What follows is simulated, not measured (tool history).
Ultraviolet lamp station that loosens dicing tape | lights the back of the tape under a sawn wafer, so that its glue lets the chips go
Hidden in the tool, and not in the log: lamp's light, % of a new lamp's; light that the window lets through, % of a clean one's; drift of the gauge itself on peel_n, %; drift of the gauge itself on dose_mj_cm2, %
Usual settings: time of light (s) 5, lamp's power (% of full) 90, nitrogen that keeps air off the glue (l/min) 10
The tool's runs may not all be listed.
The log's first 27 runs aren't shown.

run    hour  time of light (s)  lamp's power (% of full)  nitrogen that keeps air off the glue (l/min)  hours of work of the lamp  hours of work since the window was cleaned  force that peels the tape off (N)  light that reached the tape (mJ/cm2)
     1571.3  -- window cleaned of glue's vapour
 28  1621.4                  5                        80                                            12                        114                                          30                              0.888                                   398
 29  1666.0                  5                        90                                            11                        140                                          56                              0.756                                   434
 30  1708.5                  5                        83                                            14                        165                                          81                              0.831                                   394
 31  1774.0                  3                        77                                            14                        204                                         120                              2.656                                   206
 32  1823.8                  7                        90                                             8                        233                                         149                              0.559                                   554
 33  1897.3                  7                        90                                             8                        277                                         193                              0.611                                   522
     1936.2  -- window cleaned of glue's vapour
 34  1958.1                 10                        98                                             8                        313                                          13                              0.196                                   915
 35  2000.4                  4                        82                                            10                        338                                          38                              1.767                                   298
 36  2050.1                  5                        81                                             9                        367                                          67                              1.352                                   356

3 ways to go on from here, each from the tool as it stands after run 36. What would each give?
  A  2097.1                  5                        79                                             5                        395                                          95                                  ?                                     ?
  B  2097.1                  5                        74                                             4                        395                                          95                                  ?                                     ?
  C  2097.1                  5                        75                                            14                        395                                          95                                  ?                                     ?

run  force that peels the tape off (N)  light that reached the tape (mJ/cm2)
  A                              2.117                                   338
  B                              2.703                                   316
  C                              1.249                                   320
Without the tool's hidden state the same runs would have given:
run  force that peels the tape off (N)  light that reached the tape (mJ/cm2)
  A                              1.410                                   427
  B                              1.890                                   399
  C                              0.755                                   404
